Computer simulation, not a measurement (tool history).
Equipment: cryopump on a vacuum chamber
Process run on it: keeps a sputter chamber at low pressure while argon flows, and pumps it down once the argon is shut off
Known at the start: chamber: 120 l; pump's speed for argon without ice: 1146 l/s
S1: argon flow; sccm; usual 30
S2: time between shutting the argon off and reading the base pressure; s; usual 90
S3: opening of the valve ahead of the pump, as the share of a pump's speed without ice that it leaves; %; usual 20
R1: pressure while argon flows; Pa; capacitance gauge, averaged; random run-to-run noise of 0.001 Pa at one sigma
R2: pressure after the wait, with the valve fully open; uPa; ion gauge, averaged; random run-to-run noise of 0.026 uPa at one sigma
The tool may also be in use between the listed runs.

run	hour	S1	S2	S3	R1	R2
1	0	30	90	20	0.2266	1.41
2	80.2	30	90	20	0.2266	1.41
3	121.2	30	90	20	0.2293	1.4
4	174.3	30	90	20	0.2288	1.49
5	249	30	90	20	0.2312	1.53
6	317.6	30	90	20	0.2299	1.54
7	394.1	30	90	20	0.2304	1.66
8	465.9	30	90	20	0.2323	1.71
9	515.9	41	90	20	0.3201	1.79
10	592.4	41	90	20	0.3193	1.91
11	647.6	41	90	20	0.323	1.94
12	682.1	30	35	20	0.2356	3.42
# hour 725.1: pump warmed up, emptied and cooled again
13	771	30	90	20	0.2249	1.75
14	825.8	30	90	20	0.2231	1.72
15	865.2	30	90	20	0.2235	1.88
16	948.9	30	90	20	0.2259	1.87
17	988.1	30	90	20	0.2241	1.91
18	1044.4	26	143	41	0.0983	1.65
19	1099.3	16	173	53	0.0467	1.54
20	1135.9	49	42	58	0.132	2.94
21	1212.4	17	90	20	0.1285	2.11
22	1288.2	30	209	20	0.2292	1.63
23	1327.5	30	209	20	0.2291	1.7
24	1365.9	30	209	20	0.23	1.75
25	1446.7	30	209	20	0.2328	1.81
26	1517.7	30	209	20	0.2338	1.86
27	1574.8	30	20	16	0.2866	5.51
28	1624.7	30	20	16	0.2892	5.66
29	1677.4	30	293	23	0.2033	1.94
30	1756.8	38	26	18	0.3283	4.83
31	1810.8	19	266	18	0.1635	2.05
# hour 1887.8: pump warmed up, emptied and cooled again
32	1889.8	53	266	27	0.2927	1.8
33	1948	35	98	57	0.0942	2.4

Each row is a separate what-if for the run after 33, all from the same tool condition, not one after another. Results?
A	2000.5	48	21	58	?	?
B	2000.5	22	34	25	?	?
C	2000.5	30	28	22	?	?

run	R1	R2
A	0.1268	5.39
B	0.1316	4
C	0.2047	4.57
Without the tool's hidden state the same runs would have given:
run	R1	R2
A	0.1215	4.08
B	0.1292	2.66
C	0.2013	3.22
